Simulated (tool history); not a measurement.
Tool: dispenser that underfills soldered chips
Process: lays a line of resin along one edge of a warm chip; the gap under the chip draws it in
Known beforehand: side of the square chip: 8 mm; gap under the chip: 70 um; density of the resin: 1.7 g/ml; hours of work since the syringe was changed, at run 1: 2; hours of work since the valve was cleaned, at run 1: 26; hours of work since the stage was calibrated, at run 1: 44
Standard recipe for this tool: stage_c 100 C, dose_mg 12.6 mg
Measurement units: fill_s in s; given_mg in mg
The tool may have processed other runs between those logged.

run,hour,stage_c,dose_mg,hours of work since the syringe was changed,hours of work since the valve was cleaned,hours of work since the stage was calibrated,fill_s,given_mg
1,0.0,100,12.6,2,26,44,64.6,12.31
# hour 9.3: new syringe of resin
2,13.0,100,12.6,3,36,53,65.9,12.27
3,20.5,100,12.6,8,41,59,96.1,12.23
# hour 21.9: new syringe of resin
# hour 34.0: new syringe of resin
4,34.8,100,12.6,1,51,69,58.6,11.95
# hour 46.3: new syringe of resin
5,46.3,100,12.6,0,60,77,56.6,12.00
6,52.5,99,12.6,5,64,82,77.8,11.85
# hour 56.7: dispensing valve cleaned and set on the balance
# hour 58.8: new syringe of resin
7,60.0,99,12.6,1,2,86,62.5,12.55
8,66.9,100,12.6,6,7,91,82.5,12.57
# hour 70.4: new syringe of resin
9,77.5,105,12.6,5,15,99,69.0,12.39
# hour 82.4: new syringe of resin
10,91.5,100,13.8,7,25,109,86.8,13.46
# hour 94.5: new syringe of resin
11,104.9,100,13.8,8,35,119,91.5,13.48
# hour 106.3: new syringe of resin
12,116.0,100,13.8,7,43,127,86.4,13.22
# hour 118.7: new syringe of resin
13,124.8,93,15.7,4,49,133,90.6,15.09
# hour 131.1: new syringe of resin
14,135.1,93,15.7,3,56,140,84.2,14.94
# hour 142.7: new syringe of resin
15,142.7,108,14.0,0,62,146,44.0,13.26
# hour 150.1: dispensing valve cleaned and set on the balance
# hour 155.2: new syringe of resin
16,156.5,108,14.0,1,4,155,47.2,13.88
# hour 167.5: new syringe of resin
17,169.7,108,14.0,2,14,164,48.2,13.85
# hour 179.5: new syringe of resin
18,179.5,101,16.0,0,21,171,54.5,15.69
19,187.1,99,16.0,6,27,177,82.3,15.68
# hour 191.8: new syringe of resin
20,196.0,99,16.0,3,33,183,70.7,15.73
# hour 203.6: new syringe of resin
21,205.7,111,14.7,2,40,190,44.8,14.16
# hour 215.6: new syringe of resin
22,216.1,88,11.0,0,47,198,87.8,10.62
23,222.9,88,11.0,5,52,203,120.7,10.61

Predict each of these 5 candidate next runs independently; none follows another, all start after run 23:
# hour 227.8: new syringe of resin
A,234.4,88,11.4,5,61,211,?,?
# hour 227.8: new syringe of resin
B,234.4,113,15.2,5,61,211,?,?
# hour 227.8: new syringe of resin
C,234.4,101,11.3,5,61,211,?,?
# hour 227.8: new syringe of resin
D,234.4,88,14.2,5,61,211,?,?
# hour 227.8: new syringe of resin
E,234.4,98,11.8,5,61,211,?,?

run,fill_s,given_mg
A,112.4,10.93
B,51.7,14.50
C,75.5,10.76
D,111.5,13.47
E,83.0,11.38
Take away the tool's hidden state, keep each run's random variation, and the runs would have read:
run,fill_s,given_mg
A,82.0,11.47
B,38.0,15.21
C,55.0,11.30
D,81.8,14.14
E,60.7,11.94

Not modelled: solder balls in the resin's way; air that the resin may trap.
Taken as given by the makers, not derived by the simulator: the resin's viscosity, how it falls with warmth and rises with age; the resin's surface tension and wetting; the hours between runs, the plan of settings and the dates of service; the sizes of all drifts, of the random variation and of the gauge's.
